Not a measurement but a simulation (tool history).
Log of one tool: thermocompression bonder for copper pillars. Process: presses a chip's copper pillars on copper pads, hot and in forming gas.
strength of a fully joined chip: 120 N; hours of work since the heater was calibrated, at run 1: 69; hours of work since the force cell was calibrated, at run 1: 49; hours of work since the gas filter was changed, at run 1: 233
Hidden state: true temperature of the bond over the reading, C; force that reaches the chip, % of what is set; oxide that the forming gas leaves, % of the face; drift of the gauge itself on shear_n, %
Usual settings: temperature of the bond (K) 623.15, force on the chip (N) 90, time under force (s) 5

| run | hour | temperature of the bond (K) | force on the chip (N) | time under force (s) | hours of work since the heater was calibrated | hours of work since the force cell was calibrated | hours of work since the gas filter was changed | force that shears a chip off (N) |
|---|---|---|---|---|---|---|---|---|
| 1 | 0.0 | 623.15 | 90 | 5 | 69 | 49 | 233 | 49.9 |
| 2 | 5.9 | 636.15 | 90 | 5 | 72 | 52 | 236 | 56.5 |
| 3 | 11.5 | 636.15 | 90 | 5 | 75 | 55 | 239 | 56.0 |
| 4 | 19.5 | 636.15 | 90 | 5 | 79 | 59 | 243 | 56.1 |
| 5 | 25.7 | 625.15 | 90 | 5 | 82 | 63 | 246 | 50.4 |
| 6 | 32.9 | 625.15 | 90 | 5 | 86 | 66 | 250 | 50.8 |
| 7 | 38.3 | 625.15 | 90 | 5 | 89 | 69 | 253 | 50.4 |
| 8 | 43.5 | 625.15 | 90 | 5 | 91 | 72 | 256 | 50.5 |
| 9 | 49.7 | 623.15 | 129 | 5 | 95 | 75 | 259 | 66.9 |
| 10 | 56.5 | 623.15 | 129 | 5 | 98 | 79 | 262 | 66.1 |
| 11 | 61.6 | 623.15 | 129 | 5 | 101 | 81 | 265 | 66.4 |
| 12 | 69.2 | 623.15 | 90 | 5 | 105 | 85 | 269 | 49.4 |
| 13 | 77.9 | 623.15 | 90 | 5 | 110 | 90 | 274 | 49.2 |
| 14 | 87.5 | 623.15 | 90 | 14 | 115 | 95 | 279 | 70.4 |
| 15 | 92.3 | 623.15 | 90 | 14 | 117 | 97 | 281 | 70.1 |
| 16 | 99.1 | 646.15 | 91 | 4 | 121 | 101 | 285 | 56.6 |
| 17 | 106.5 | 623.15 | 120 | 9 | 124 | 105 | 289 | 75.4 |
| 18 | 115.7 | 632.15 | 84 | 9 | 129 | 110 | 293 | 62.3 |
| 19 | 124.2 | 616.15 | 84 | 9 | 134 | 114 | 298 | 54.3 |
| 20 | 129.8 | 642.15 | 81 | 3 | 137 | 117 | 301 | 43.6 |
| 21 | 134.7 | 623.15 | 70 | 7 | 139 | 120 | 303 | 45.1 |
| 22 | 141.0 | 614.15 | 114 | 7 | 143 | 123 | 307 | 62.0 |
| 23 | 145.9 | 617.15 | 95 | 3 | 145 | 125 | 309 | 40.0 |
| 24 | 151.0 | 623.15 | 98 | 6 | 148 | 128 | 312 | 56.4 |
| 25 | 160.3 | 600.15 | 79 | 8 | 153 | 133 | 317 | 42.1 |
| 26 | 166.1 | 646.15 | 69 | 8 | 156 | 136 | 320 | 57.0 |
| 27 | 170.1 | 594.15 | 56 | 5 | 158 | 138 | 322 | 22.4 |

4 ways to go on from here, each from the tool as it stands after run 27. What would each give?
| A | 179.2 | 627.15 | 107 | 11 | 163 | 143 | 327 | ? |
| B | 179.2 | 623.15 | 120 | 5 | 163 | 143 | 327 | ? |
| C | 179.2 | 594.15 | 121 | 5 | 163 | 143 | 327 | ? |
| D | 179.2 | 645.15 | 106 | 3 | 163 | 143 | 327 | ? |

| run | force that shears a chip off (N) |
|---|---|
| A | 75.6 |
| B | 61.7 |
| C | 47.6 |
| D | 56.7 |
Without the tool's hidden state the same runs would have given:
| run | force that shears a chip off (N) |
|---|---|
| A | 77.2 |
| B | 63.0 |
| C | 48.6 |
| D | 57.9 |
